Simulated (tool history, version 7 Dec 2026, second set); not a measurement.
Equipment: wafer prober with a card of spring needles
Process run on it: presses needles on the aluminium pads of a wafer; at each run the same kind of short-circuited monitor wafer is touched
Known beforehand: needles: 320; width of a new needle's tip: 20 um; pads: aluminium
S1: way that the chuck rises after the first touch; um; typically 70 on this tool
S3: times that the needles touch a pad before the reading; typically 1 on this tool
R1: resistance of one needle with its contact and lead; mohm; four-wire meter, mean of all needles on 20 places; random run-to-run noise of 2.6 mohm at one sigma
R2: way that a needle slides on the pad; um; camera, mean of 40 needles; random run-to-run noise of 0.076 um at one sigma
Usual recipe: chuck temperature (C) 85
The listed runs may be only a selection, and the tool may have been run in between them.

{"run": 1, "hour": 0.0, "S1": 70, "chuck temperature (C)": 85, "S3": 1, "R1": 487, "R2": 10.94}
{"hour": 2.9, "done": "tips cleaned on abrasive film"}
{"hour": 14.4, "done": "tips cleaned on abrasive film"}
{"hour": 25.9, "done": "tips cleaned on abrasive film"}
{"hour": 40.2, "done": "tips cleaned on abrasive film"}
{"hour": 51.7, "done": "tips cleaned on abrasive film"}
{"run": 2, "hour": 62.5, "S1": 70, "chuck temperature (C)": 51, "S3": 1, "R1": 550, "R2": 10.96}
{"hour": 65.4, "done": "tips cleaned on abrasive film"}
{"hour": 79.8, "done": "tips cleaned on abrasive film"}
{"hour": 94.1, "done": "tips cleaned on abrasive film"}
{"hour": 108.4, "done": "tips cleaned on abrasive film"}
{"hour": 122.8, "done": "tips cleaned on abrasive film"}
{"hour": 137.1, "done": "tips cleaned on abrasive film"}
{"run": 3, "hour": 144.3, "S1": 89, "chuck temperature (C)": 85, "S3": 1, "R1": 420, "R2": 13.72}
{"hour": 150.1, "done": "tips cleaned on abrasive film"}
{"hour": 161.6, "done": "tips cleaned on abrasive film"}
{"hour": 175.9, "done": "tips cleaned on abrasive film"}
{"hour": 190.2, "done": "tips cleaned on abrasive film"}
{"hour": 201.7, "done": "tips cleaned on abrasive film"}
{"hour": 213.2, "done": "tips cleaned on abrasive film"}
{"hour": 227.5, "done": "tips cleaned on abrasive film"}
{"hour": 239.2, "done": "height of the first contact set anew"}
{"hour": 239.7, "done": "tips cleaned on abrasive film"}
{"run": 4, "hour": 239.7, "S1": 70, "chuck temperature (C)": 85, "S3": 1, "R1": 340, "R2": 11.4}
{"hour": 254.0, "done": "tips cleaned on abrasive film"}
{"hour": 268.4, "done": "tips cleaned on abrasive film"}
{"hour": 282.7, "done": "tips cleaned on abrasive film"}
{"run": 5, "hour": 286.0, "S1": 70, "chuck temperature (C)": 85, "S3": 1, "R1": 430, "R2": 11.42}
{"hour": 294.7, "done": "tips cleaned on abrasive film"}
{"hour": 306.1, "done": "tips cleaned on abrasive film"}
{"hour": 320.5, "done": "tips cleaned on abrasive film"}
{"run": 6, "hour": 329.1, "S1": 70, "chuck temperature (C)": 85, "S3": 1, "R1": 545, "R2": 11.42}
{"hour": 332.1, "done": "tips cleaned on abrasive film"}
{"hour": 346.4, "done": "tips cleaned on abrasive film"}
{"hour": 360.8, "done": "tips cleaned on abrasive film"}
{"hour": 372.2, "done": "tips cleaned on abrasive film"}
{"hour": 384.2, "done": "tips cleaned on abrasive film"}
{"run": 7, "hour": 384.2, "S1": 70, "chuck temperature (C)": 85, "S3": 1, "R1": 335, "R2": 11.19}
{"hour": 395.7, "done": "tips cleaned on abrasive film"}
{"hour": 410.1, "done": "tips cleaned on abrasive film"}
{"hour": 424.4, "done": "tips cleaned on abrasive film"}
{"hour": 438.7, "done": "tips cleaned on abrasive film"}
{"hour": 450.2, "done": "tips cleaned on abrasive film"}
{"hour": 464.5, "done": "tips cleaned on abrasive film"}
{"hour": 478.3, "done": "tips cleaned on abrasive film"}
{"run": 8, "hour": 478.3, "S1": 70, "chuck temperature (C)": 85, "S3": 1, "R1": 344, "R2": 10.98}
{"hour": 492.6, "done": "tips cleaned on abrasive film"}
{"hour": 507.0, "done": "tips cleaned on abrasive film"}
{"hour": 518.5, "done": "tips cleaned on abrasive film"}
{"hour": 532.8, "done": "tips cleaned on abrasive film"}
{"run": 9, "hour": 533.3, "S1": 70, "chuck temperature (C)": 85, "S3": 1, "R1": 361, "R2": 11.12}
{"hour": 539.0, "done": "tips cleaned on abrasive film, once more"}
{"hour": 550.5, "done": "tips cleaned on abrasive film"}
{"hour": 564.8, "done": "tips cleaned on abrasive film"}
{"hour": 579.2, "done": "tips cleaned on abrasive film"}
{"hour": 593.5, "done": "tips cleaned on abrasive film"}
{"run": 10, "hour": 603.7, "S1": 70, "chuck temperature (C)": 85, "S3": 1, "R1": 588, "R2": 11.05}
{"hour": 606.6, "done": "tips cleaned on abrasive film"}
{"hour": 618.1, "done": "tips cleaned on abrasive film"}
{"hour": 632.5, "done": "tips cleaned on abrasive film"}
{"hour": 643.9, "done": "tips cleaned on abrasive film"}
{"hour": 658.3, "done": "tips cleaned on abrasive film"}
{"hour": 672.6, "done": "tips cleaned on abrasive film"}
{"hour": 684.3, "done": "tips cleaned on abrasive film"}
{"run": 11, "hour": 684.3, "S1": 70, "chuck temperature (C)": 85, "S3": 1, "R1": 341, "R2": 10.92}
{"hour": 695.8, "done": "tips cleaned on abrasive film"}
{"hour": 707.3, "done": "tips cleaned on abrasive film"}
{"hour": 718.8, "done": "tips cleaned on abrasive film"}
{"hour": 733.1, "done": "tips cleaned on abrasive film"}
{"hour": 745.6, "done": "tips cleaned on abrasive film"}
{"run": 12, "hour": 745.6, "S1": 70, "chuck temperature (C)": 85, "S3": 1, "R1": 338, "R2": 10.92}
{"hour": 760.0, "done": "tips cleaned on abrasive film"}
{"hour": 774.3, "done": "tips cleaned on abrasive film"}
{"hour": 788.6, "done": "tips cleaned on abrasive film"}
{"hour": 800.1, "done": "tips cleaned on abrasive film"}
{"run": 13, "hour": 807.0, "S1": 76, "chuck temperature (C)": 85, "S3": 1, "R1": 463, "R2": 11.54}
{"hour": 812.8, "done": "tips cleaned on abrasive film"}
{"hour": 818.8, "done": "height of the first contact set anew"}
{"hour": 824.5, "done": "tips cleaned on abrasive film"}
{"hour": 838.9, "done": "tips cleaned on abrasive film"}
{"run": 14, "hour": 847.0, "S1": 77, "chuck temperature (C)": 85, "S3": 1, "R1": 488, "R2": 12.47}
{"hour": 852.8, "done": "tips cleaned on abrasive film"}
{"hour": 864.3, "done": "tips cleaned on abrasive film"}
{"hour": 878.6, "done": "tips cleaned on abrasive film"}
{"hour": 892.9, "done": "tips cleaned on abrasive film"}
{"hour": 907.3, "done": "tips cleaned on abrasive film"}
{"hour": 921.6, "done": "tips cleaned on abrasive film"}
{"run": 15, "hour": 922.3, "S1": 60, "chuck temperature (C)": 90, "S3": 3, "R1": 358, "R2": 9.63}
{"hour": 933.8, "done": "tips cleaned on abrasive film"}
{"hour": 945.2, "done": "tips cleaned on abrasive film"}
{"hour": 956.7, "done": "tips cleaned on abrasive film"}
{"hour": 971.1, "done": "tips cleaned on abrasive film"}
{"hour": 982.5, "done": "tips cleaned on abrasive film"}
{"hour": 996.9, "done": "tips cleaned on abrasive film"}
{"hour": 1009.8, "done": "tips cleaned on abrasive film"}
{"run": 16, "hour": 1009.8, "S1": 70, "chuck temperature (C)": 85, "S3": 1, "R1": 336, "R2": 11.17}
{"hour": 1021.3, "done": "tips cleaned on abrasive film"}
{"hour": 1035.7, "done": "tips cleaned on abrasive film"}
{"hour": 1050.0, "done": "tips cleaned on abrasive film"}
{"hour": 1064.3, "done": "tips cleaned on abrasive film"}
{"hour": 1078.7, "done": "tips cleaned on abrasive film"}
{"hour": 1091.3, "done": "tips cleaned on abrasive film"}
{"run": 17, "hour": 1091.3, "S1": 70, "chuck temperature (C)": 62, "S3": 1, "R1": 350, "R2": 11.02}
{"hour": 1105.6, "done": "tips cleaned on abrasive film"}
{"hour": 1117.1, "done": "tips cleaned on abrasive film"}
{"hour": 1131.5, "done": "tips cleaned on abrasive film"}
{"run": 18, "hour": 1138.7, "S1": 55, "chuck temperature (C)": 84, "S3": 2, "R1": 549, "R2": 8.59}
{"hour": 1144.5, "done": "tips cleaned on abrasive film"}
{"hour": 1158.8, "done": "tips cleaned on abrasive film"}
{"hour": 1173.2, "done": "tips cleaned on abrasive film"}
{"hour": 1187.5, "done": "tips cleaned on abrasive film"}
{"hour": 1201.8, "done": "tips cleaned on abrasive film"}
{"hour": 1216.2, "done": "tips cleaned on abrasive film"}
{"run": 19, "hour": 1222.3, "S1": 55, "chuck temperature (C)": 84, "S3": 2, "R1": 537, "R2": 8.41}
{"hour": 1228.1, "done": "tips cleaned on abrasive film"}
{"hour": 1242.5, "done": "tips cleaned on abrasive film"}
{"hour": 1253.9, "done": "tips cleaned on abrasive film"}
{"hour": 1268.3, "done": "tips cleaned on abrasive film"}
{"hour": 1282.6, "done": "tips cleaned on abrasive film"}
{"hour": 1296.9, "done": "tips cleaned on abrasive film"}
{"hour": 1308.4, "done": "tips cleaned on abrasive film"}
{"run": 20, "hour": 1309.4, "S1": 70, "chuck temperature (C)": 72, "S3": 2, "R1": 351, "R2": 10.8}
{"hour": 1320.9, "done": "tips cleaned on abrasive film"}
{"hour": 1335.3, "done": "tips cleaned on abrasive film"}
{"hour": 1349.6, "done": "tips cleaned on abrasive film"}
{"run": 21, "hour": 1354.4, "S1": 53, "chuck temperature (C)": 85, "S3": 2, "R1": 538, "R2": 8.0}
{"hour": 1363.1, "done": "tips cleaned on abrasive film"}
{"hour": 1374.6, "done": "tips cleaned on abrasive film"}
{"hour": 1386.0, "done": "tips cleaned on abrasive film"}
{"hour": 1397.7, "done": "height of the first contact set anew"}
{"hour": 1400.7, "done": "tips cleaned on abrasive film"}
{"hour": 1415.0, "done": "tips cleaned on abrasive film"}
{"run": 22, "hour": 1417.9, "S1": 70, "chuck temperature (C)": 40, "S3": 3, "R1": 345, "R2": 11.51}
{"hour": 1426.5, "done": "tips cleaned on abrasive film"}
{"hour": 1438.0, "done": "tips cleaned on abrasive film"}
{"hour": 1449.5, "done": "tips cleaned on abrasive film"}
{"hour": 1463.8, "done": "tips cleaned on abrasive film"}
{"hour": 1475.3, "done": "tips cleaned on abrasive film"}
{"hour": 1489.7, "done": "tips cleaned on abrasive film"}
{"hour": 1503.5, "done": "tips cleaned on abrasive film"}
{"run": 23, "hour": 1503.5, "S1": 70, "chuck temperature (C)": 40, "S3": 3, "R1": 313, "R2": 11.31}
{"hour": 1517.9, "done": "tips cleaned on abrasive film"}
{"hour": 1532.2, "done": "tips cleaned on abrasive film"}
{"hour": 1546.5, "done": "tips cleaned on abrasive film"}
{"hour": 1560.8, "done": "tips cleaned on abrasive film"}
{"hour": 1572.3, "done": "tips cleaned on abrasive film"}
{"run": 24, "hour": 1575.5, "S1": 70, "chuck temperature (C)": 116, "S3": 3, "R1": 383, "R2": 11.11}
{"hour": 1584.1, "done": "tips cleaned on abrasive film"}
{"hour": 1598.4, "done": "tips cleaned on abrasive film"}
{"hour": 1612.8, "done": "tips cleaned on abrasive film"}
{"hour": 1624.3, "done": "tips cleaned on abrasive film"}
{"hour": 1638.6, "done": "tips cleaned on abrasive film"}
{"hour": 1652.9, "done": "tips cleaned on abrasive film"}
{"hour": 1666.7, "done": "tips cleaned on abrasive film"}
{"run": 25, "hour": 1666.7, "S1": 56, "chuck temperature (C)": 85, "S3": 1, "R1": 382, "R2": 8.82}

Below are 3 alternative next runs, each starting from the tool's condition after run 25. Predict each:
{"hour": 1681.0, "done": "tips cleaned on abrasive film"}
{"hour": 1695.3, "done": "tips cleaned on abrasive film"}
{"hour": 1709.6, "done": "tips cleaned on abrasive film"}
{"hour": 1724.0, "done": "tips cleaned on abrasive film"}
{"run": "A", "hour": 1730.9, "S1": 82, "chuck temperature (C)": 85, "S3": 1, "R1": "?", "R2": "?"}
{"hour": 1681.0, "done": "tips cleaned on abrasive film"}
{"hour": 1695.3, "done": "tips cleaned on abrasive film"}
{"hour": 1709.6, "done": "tips cleaned on abrasive film"}
{"hour": 1724.0, "done": "tips cleaned on abrasive film"}
{"run": "B", "hour": 1730.9, "S1": 70, "chuck temperature (C)": 76, "S3": 1, "R1": "?", "R2": "?"}
{"hour": 1681.0, "done": "tips cleaned on abrasive film"}
{"hour": 1695.3, "done": "tips cleaned on abrasive film"}
{"hour": 1709.6, "done": "tips cleaned on abrasive film"}
{"hour": 1724.0, "done": "tips cleaned on abrasive film"}
{"run": "C", "hour": 1730.9, "S1": 56, "chuck temperature (C)": 78, "S3": 2, "R1": "?", "R2": "?"}

run=A R1=507 R2=12.82
run=B R1=580 R2=11.05
run=C R1=584 R2=8.88
Had the tool no hidden state, the same runs would have come out as:
run=A R1=301 R2=13.28
run=B R1=301 R2=11.51
run=C R1=313 R2=9.35
